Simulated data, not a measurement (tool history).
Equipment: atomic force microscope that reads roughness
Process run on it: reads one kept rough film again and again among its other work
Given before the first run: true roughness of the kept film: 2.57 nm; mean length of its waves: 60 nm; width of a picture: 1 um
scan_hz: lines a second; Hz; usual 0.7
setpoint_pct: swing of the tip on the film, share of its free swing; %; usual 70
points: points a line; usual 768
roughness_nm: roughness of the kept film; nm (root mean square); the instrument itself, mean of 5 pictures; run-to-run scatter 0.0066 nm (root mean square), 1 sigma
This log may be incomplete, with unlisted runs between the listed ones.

run	hour	scan_hz	setpoint_pct	points	roughness_nm
1	0	0.7	70	768	2.432
2	18.5	0.7	70	768	2.408
3	26.6	0.7	70	320	2.41
4	40.6	0.7	70	320	2.407
5	59.3	0.7	70	768	2.397
6	69.7	0.7	70	768	2.401
7	88.5	0.7	70	768	2.385
8	101.3	0.7	70	768	2.374
9	115	0.7	64	768	2.388
10	125	2.098	64	768	2.288
11	144.2	2.098	64	768	2.274
12	164	0.7	70	768	2.428
13	172.4	0.7	70	768	2.412
14	186.1	0.7	70	621	2.415
15	202.3	1.856	79	491	2.16
16	211.7	2.238	89	768	1.917
17	226.6	2.238	78	356	2.104
18	242.8	1.324	68	768	2.322
19	261	1.363	70	405	2.295
20	270.9	2.276	70	584	2.195
21	291.2	2.276	70	584	2.241
22	300.6	1.176	85	296	2.199
23	316.5	1.176	81	296	2.233
24	328	2.416	59	678	2.325
25	339	3.937	70	359	2.117
26	351.8	3.937	70	359	2.105
27	360.9	3.002	73	1010	2.154

The log once held 4 entries between its listed runs, left out of this copy. Where does each go, and what is different about the tool's unlogged condition between the listed run before it and the listed run after it?
Between runs 11 and 12: new tip fitted (hour 164)
  radius of the tip, nm: 14.3 -> 5.2; height scale over the true one, %: -1.16 -> -1.19
  measured value less the no-hidden-state value, roughness_nm: -0.086 -> -0.031 nm (root mean square)
Between runs 14 and 15: height scale calibrated on a step standard (hour 188.5)
  radius of the tip, nm: 6.7 -> 7.7; height scale over the true one, %: -1.22 -> -1.81
  measured value less the no-hidden-state value, roughness_nm: -0.041 -> -0.056 nm (root mean square)
Between runs 20 and 21: height scale calibrated on a step standard, once more (hour 278.9)
  radius of the tip, nm: 11.9 -> 13.2; height scale over the true one, %: -1.92 -> -0.06
  measured value less the no-hidden-state value, roughness_nm: -0.086 -> -0.052 nm (root mean square)
Between runs 24 and 25: new tip fitted (hour 329.9)
  radius of the tip, nm: 15.4 -> 5.7; height scale over the true one, %: -0.12 -> -0.14
  measured value less the no-hidden-state value, roughness_nm: -0.07 -> -0.007 nm (root mean square)
